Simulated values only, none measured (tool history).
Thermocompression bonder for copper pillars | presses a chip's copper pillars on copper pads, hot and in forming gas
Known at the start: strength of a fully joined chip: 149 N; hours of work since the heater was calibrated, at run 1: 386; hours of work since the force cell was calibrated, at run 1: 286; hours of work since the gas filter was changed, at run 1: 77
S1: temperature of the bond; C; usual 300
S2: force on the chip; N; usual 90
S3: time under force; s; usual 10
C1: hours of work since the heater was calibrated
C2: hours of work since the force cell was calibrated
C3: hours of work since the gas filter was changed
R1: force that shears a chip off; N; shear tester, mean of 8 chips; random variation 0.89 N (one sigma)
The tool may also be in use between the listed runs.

| run | hour | S1 | S2 | S3 | C1 | C2 | C3 | R1 |
|---|---|---|---|---|---|---|---|---|
| 1 | 0 | 300 | 90 | 10 | 386 | 286 | 77 | 66.2 |
| 2 | 12.8 | 300 | 90 | 20 | 392 | 292 | 83 | 83.1 |
| 3 | 26.2 | 300 | 90 | 13 | 399 | 299 | 90 | 72.1 |
| 4 | 33.8 | 300 | 90 | 13 | 403 | 303 | 94 | 70.2 |
| 5 | 41.4 | 300 | 90 | 7 | 407 | 307 | 98 | 57.9 |
| 6 | 51.8 | 300 | 90 | 7 | 412 | 312 | 103 | 55.9 |
| 7 | 64.7 | 300 | 90 | 7 | 418 | 318 | 110 | 56.4 |
| 8 | 72.5 | 300 | 90 | 7 | 422 | 322 | 114 | 56.6 |
| 9 | 79.8 | 300 | 90 | 10 | 426 | 326 | 117 | 64.5 |
| 10 | 93.9 | 300 | 90 | 10 | 433 | 333 | 124 | 65.6 |
|  | 96.7 | heater calibrated with a thermocouple chip |
| 11 | 104.1 | 300 | 90 | 10 | 4 | 337 | 128 | 63.3 |
| 12 | 118.7 | 300 | 90 | 10 | 11 | 345 | 136 | 62.7 |
| 13 | 129.6 | 300 | 90 | 17 | 17 | 350 | 141 | 75.4 |
| 14 | 136.2 | 323 | 90 | 17 | 20 | 353 | 145 | 98.7 |
|  | 139.5 | heater calibrated with a thermocouple chip, once more |
| 15 | 153.3 | 323 | 90 | 18 | 7 | 361 | 152 | 108.1 |
| 16 | 160.9 | 270 | 90 | 15 | 11 | 365 | 156 | 54.4 |
| 17 | 175.9 | 270 | 90 | 15 | 18 | 372 | 164 | 53.6 |
| 18 | 186.2 | 270 | 90 | 15 | 24 | 378 | 169 | 53.7 |
| 19 | 199.8 | 301 | 90 | 17 | 30 | 384 | 176 | 84.6 |
| 20 | 212.9 | 301 | 90 | 17 | 37 | 391 | 182 | 85.1 |
| 21 | 226.1 | 312 | 103 | 10 | 44 | 398 | 189 | 88.2 |
| 22 | 235.3 | 284 | 65 | 7 | 48 | 402 | 194 | 38.4 |
| 23 | 243.1 | 284 | 65 | 7 | 52 | 406 | 197 | 39 |
| 24 | 251.9 | 284 | 65 | 7 | 57 | 411 | 202 | 38.3 |

5 ways to go on from here, each from the tool as it stands after run 24. What would each give?
| A | 266.9 | 297 | 59 | 15 | 64 | 418 | 209 | ? |
| B | 266.9 | 271 | 65 | 16 | 64 | 418 | 209 | ? |
| C | 266.9 | 284 | 65 | 10 | 64 | 418 | 209 | ? |
| D | 266.9 | 300 | 106 | 20 | 64 | 418 | 209 | ? |
| E | 266.9 | 303 | 90 | 10 | 64 | 418 | 209 | ? |

| run | R1 |
|---|---|
| A | 59.9 |
| B | 43.9 |
| C | 45.1 |
| D | 95.3 |
| E | 72.8 |
Without the tool's hidden state the same runs would have given:
| run | R1 |
|---|---|
| A | 63.4 |
| B | 46.8 |
| C | 47.9 |
| D | 99.8 |
| E | 76.7 |
